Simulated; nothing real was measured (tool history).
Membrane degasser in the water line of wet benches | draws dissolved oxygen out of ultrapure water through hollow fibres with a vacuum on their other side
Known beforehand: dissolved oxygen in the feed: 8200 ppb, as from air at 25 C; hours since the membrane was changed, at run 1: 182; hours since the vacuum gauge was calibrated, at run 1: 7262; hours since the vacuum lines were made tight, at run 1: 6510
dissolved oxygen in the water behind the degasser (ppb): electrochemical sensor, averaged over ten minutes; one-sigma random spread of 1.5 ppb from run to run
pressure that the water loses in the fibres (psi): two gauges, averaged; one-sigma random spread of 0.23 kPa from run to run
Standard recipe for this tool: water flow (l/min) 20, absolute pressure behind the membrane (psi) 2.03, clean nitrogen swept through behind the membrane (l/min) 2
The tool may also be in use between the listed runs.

run,hour,water flow (l/min),absolute pressure behind the membrane (psi),clean nitrogen swept through behind the membrane (l/min),hours since the membrane was changed,hours since the vacuum gauge was calibrated,hours since the vacuum lines were made tight,dissolved oxygen in the water behind the degasser (ppb),pressure that the water loses in the fibres (psi)
1,0,20,2.03,2,182,7262,6510,270.3,8.625
2,42.7,20,2.03,2,225,7305,6553,271.5,8.602
3,66,20,2.03,2,248,7328,6576,271.6,8.598
4,90.2,20,2.03,2,272,7352,6600,272.5,8.627
5,120.2,20,3.83,2,302,7382,6630,548.2,8.567
6,138.9,20,3.83,2,321,7401,6649,546.6,8.607
7,170.8,20,3.89,2,353,7433,6681,556.6,8.679
8,217.3,18,2.03,2,399,7479,6727,246.5,7.732
9,248.2,18,2.03,2,430,7510,6758,245.6,7.8
10,282.3,18,2.03,2,464,7544,6792,246.7,7.699
11,323.9,20,2.03,1.58,506,7586,6834,335.9,8.62
12,368.5,20,2.13,2,550,7631,6879,289.7,8.747
13,398,20,2.03,2,580,7660,6908,270.4,8.579
14,437.3,20,2.03,2.84,619,7699,6947,200.5,8.588
15,466.5,20,1.97,2.84,648,7729,6977,193.3,8.669
16,508.8,17,2.1,4,691,7771,7019,128.6,7.287
17,537.5,16,2.1,5.09,719,7800,7048,96.9,6.908
18,576,31,2.61,3.39,758,7838,7086,342.5,13.452
19,622.5,29,3.74,1.43,804,7885,7133,960.6,12.643
20,651.4,14,1.28,2,833,7914,7162,108.9,6.071
21,684,17,1.28,2,866,7946,7194,129,7.361
22,721.1,23,2.03,2,903,7983,7231,310.3,9.976
23,753,17,4.57,1.07,935,8015,7263,967.8,7.335
# hour 772.8: vacuum gauge calibrated
24,773,20,2.93,1,954,0,7283,720.2,8.682
25,801.9,20,2.93,1,983,29,7311,724.2,8.701
26,831.3,18,3.58,2,1013,58,7341,459.7,7.797
27,869,20,4.22,2,1050,96,7379,594.3,8.675
28,915,20,2.28,2.4,1096,142,7425,256.7,8.676
29,944.1,20,2.28,2.4,1125,171,7454,254,8.649
30,971.1,25,3.89,2.4,1152,198,7481,566.7,10.907

Below are 5 alternative next runs, each starting from the tool's condition after run 30. Predict each:
A,1001.1,15,3.89,2.4,1183,228,7511,?,?
B,1001.1,15,3.89,1.64,1183,228,7511,?,?
C,1001.1,28,3.89,2.45,1183,228,7511,?,?
D,1001.1,13,3.03,2.4,1183,228,7511,?,?
E,1001.1,12,3.81,2.98,1183,228,7511,?,?

run,dissolved oxygen in the water behind the degasser (ppb),pressure that the water loses in the fibres (psi)
A,361.2,6.524
B,505.4,6.506
C,622.3,12.06
D,240.6,5.671
E,237.3,5.22
With the hidden condition removed and each run's random variation left untouched, the same runs would have given:
run,dissolved oxygen in the water behind the degasser (ppb),pressure that the water loses in the fibres (psi)
A,345.4,6.482
B,485.1,6.464
C,609.1,11.982
D,228.2,5.635
E,223.7,5.187

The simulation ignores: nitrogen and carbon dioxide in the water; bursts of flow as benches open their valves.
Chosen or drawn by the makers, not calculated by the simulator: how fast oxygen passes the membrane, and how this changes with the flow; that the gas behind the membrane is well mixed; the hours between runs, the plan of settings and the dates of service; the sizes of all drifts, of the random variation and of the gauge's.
